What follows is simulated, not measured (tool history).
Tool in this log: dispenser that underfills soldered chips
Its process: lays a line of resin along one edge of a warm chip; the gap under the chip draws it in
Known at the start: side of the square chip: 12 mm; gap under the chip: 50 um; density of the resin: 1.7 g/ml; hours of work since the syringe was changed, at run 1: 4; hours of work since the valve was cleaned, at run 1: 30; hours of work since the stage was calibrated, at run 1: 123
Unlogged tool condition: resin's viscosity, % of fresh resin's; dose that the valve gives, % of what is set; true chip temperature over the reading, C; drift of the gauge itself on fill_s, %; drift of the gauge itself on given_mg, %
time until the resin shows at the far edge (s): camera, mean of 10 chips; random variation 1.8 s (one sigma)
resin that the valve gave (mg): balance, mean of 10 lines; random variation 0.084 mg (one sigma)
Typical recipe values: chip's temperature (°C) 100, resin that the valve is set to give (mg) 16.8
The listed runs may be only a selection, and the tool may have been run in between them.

run	hour	chip's temperature (°C)	resin that the valve is set to give (mg)	hours of work since the syringe was changed	hours of work since the valve was cleaned	hours of work since the stage was calibrated	time until the resin shows at the far edge (s)	resin that the valve gave (mg)
1	0.0	100	16.8	4	30	123	230.8	16.34
# hour 4.8: new syringe of resin
2	7.3	100	16.8	2	36	128	206.6	16.18
# hour 14.4: new syringe of resin
3	15.4	105	16.8	1	42	134	166.5	16.09
4	20.1	87	16.8	4	45	137	362.6	16.17
# hour 23.9: new syringe of resin
5	27.5	87	16.8	3	50	143	328.7	15.99
# hour 33.2: new syringe of resin
6	36.3	87	16.8	2	57	149	320.4	15.96
7	41.6	87	16.8	6	61	153	419.7	15.83
# hour 42.6: new syringe of resin
8	46.0	103	16.8	3	64	156	195.6	15.74
# hour 52.2: new syringe of resin
9	53.7	103	16.8	1	69	162	182.6	15.64
# hour 62.1: new syringe of resin
10	62.2	100	16.8	0	76	168	187.7	15.55
11	70.5	100	16.8	6	82	174	278.1	15.58
# hour 72.0: new syringe of resin
# hour 79.2: dispensing valve cleaned and set on the balance
12	79.2	100	16.8	5	0	180	246.1	16.59
# hour 82.3: new syringe of resin
13	86.5	100	16.8	3	5	185	227.4	16.66

Run 14, settings as shown, results not yet in. Your forecast:
# hour 91.9: new syringe of resin
14	94.8	104	16.8	2	11	191	?	?

Run 14 produced time until the resin shows at the far edge (s) 186.4, resin that the valve gave (mg) 16.59.
Had the tool carried no hidden state, the very same run would have given time until the resin shows at the far edge (s) 159.9, resin that the valve gave (mg) 16.84.
